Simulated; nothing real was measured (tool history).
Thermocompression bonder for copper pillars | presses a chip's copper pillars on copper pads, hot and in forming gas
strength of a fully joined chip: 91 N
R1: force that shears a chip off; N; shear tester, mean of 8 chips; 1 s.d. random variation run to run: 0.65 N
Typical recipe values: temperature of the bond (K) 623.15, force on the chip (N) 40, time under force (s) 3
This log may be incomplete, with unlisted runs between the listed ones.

run 1 hour=0.0 | temperature_of_the_bond_(K)=623.15 force_on_the_chip_(N)=40 time_under_force_(s)=3 | R1=42.3
run 2 hour=26.7 | temperature_of_the_bond_(K)=623.15 force_on_the_chip_(N)=40 time_under_force_(s)=3 | R1=41.2
-- hour=33.1 forming gas filter changed
run 3 hour=53.7 | temperature_of_the_bond_(K)=623.15 force_on_the_chip_(N)=40 time_under_force_(s)=3 | R1=41.6
run 4 hour=78.0 | temperature_of_the_bond_(K)=623.15 force_on_the_chip_(N)=40 time_under_force_(s)=3 | R1=40.9
run 5 hour=104.0 | temperature_of_the_bond_(K)=623.15 force_on_the_chip_(N)=44 time_under_force_(s)=3 | R1=45.1
run 6 hour=123.7 | temperature_of_the_bond_(K)=623.15 force_on_the_chip_(N)=37 time_under_force_(s)=3 | R1=37.9
run 7 hour=141.4 | temperature_of_the_bond_(K)=623.15 force_on_the_chip_(N)=37 time_under_force_(s)=3 | R1=39.1
run 8 hour=166.2 | temperature_of_the_bond_(K)=623.15 force_on_the_chip_(N)=37 time_under_force_(s)=3 | R1=38.3
run 9 hour=194.5 | temperature_of_the_bond_(K)=632.15 force_on_the_chip_(N)=25 time_under_force_(s)=4 | R1=32.3
run 10 hour=216.3 | temperature_of_the_bond_(K)=634.15 force_on_the_chip_(N)=33 time_under_force_(s)=2 | R1=32.4
run 11 hour=230.1 | temperature_of_the_bond_(K)=596.15 force_on_the_chip_(N)=29 time_under_force_(s)=4 | R1=25.3
run 12 hour=253.9 | temperature_of_the_bond_(K)=651.15 force_on_the_chip_(N)=37 time_under_force_(s)=8 | R1=66.7
run 13 hour=273.6 | temperature_of_the_bond_(K)=613.15 force_on_the_chip_(N)=37 time_under_force_(s)=8 | R1=48.3

Below are 3 alternative next runs, each starting from the tool's condition after run 13. Predict each:
run A hour=304.4 | temperature_of_the_bond_(K)=624.15 force_on_the_chip_(N)=24 time_under_force_(s)=6 | R1=?
run B hour=304.4 | temperature_of_the_bond_(K)=648.15 force_on_the_chip_(N)=27 time_under_force_(s)=2 | R1=?
run C hour=304.4 | temperature_of_the_bond_(K)=608.15 force_on_the_chip_(N)=31 time_under_force_(s)=3 | R1=?

run=A R1=33.3
run=B R1=30.5
run=C R1=26.5
Had the tool no hidden state, the same runs would have come out as:
run=A R1=33.6
run=B R1=30.9
run=C R1=26.8
